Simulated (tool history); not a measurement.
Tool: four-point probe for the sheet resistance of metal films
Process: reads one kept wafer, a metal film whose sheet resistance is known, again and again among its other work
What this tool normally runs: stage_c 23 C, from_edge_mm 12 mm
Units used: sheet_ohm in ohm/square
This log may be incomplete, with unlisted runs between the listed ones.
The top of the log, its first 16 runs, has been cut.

run,hour,stage_c,from_edge_mm,sheet_ohm
17,666.1,23,22,0.265384
18,713.6,23,22,0.265432
# hour 722: stage's thermometer calibrated, once more
19,756.6,23,22,0.264635
20,798.6,23,22,0.264603
21,825,22,4,0.277796
22,862,22,4,0.277607
23,899.9,22,4,0.277642
24,926,23,27,0.26432
25,959.5,23,59,0.264026
26,1015.4,23,59,0.263955
27,1051.1,22,11,0.26601
28,1098.9,19,60,0.264407
29,1155.4,27,4,0.276922
30,1185.8,18,19,0.264949
31,1228.8,31,38,0.26324
32,1284.2,27,29,0.263656
33,1309.7,26,27,0.263796
34,1334,33,4,0.276404
35,1381.5,33,4,0.276295
36,1419.7,33,4,0.27629
37,1453.9,33,4,0.276163

Consider 4 possible next runs. They are alternatives, not a sequence: every one starts from the tool as it was left by run 37. What does each give?
A,1479.5,27,26,?
B,1479.5,19,34,?
C,1479.5,19,53,?
D,1479.5,33,49,?

run,sheet_ohm
A,0.263669
B,0.264334
C,0.264152
D,0.262784
Without the tool's hidden state the same runs would have given:
run,sheet_ohm
A,0.265582
B,0.266245
C,0.266062
D,0.264695
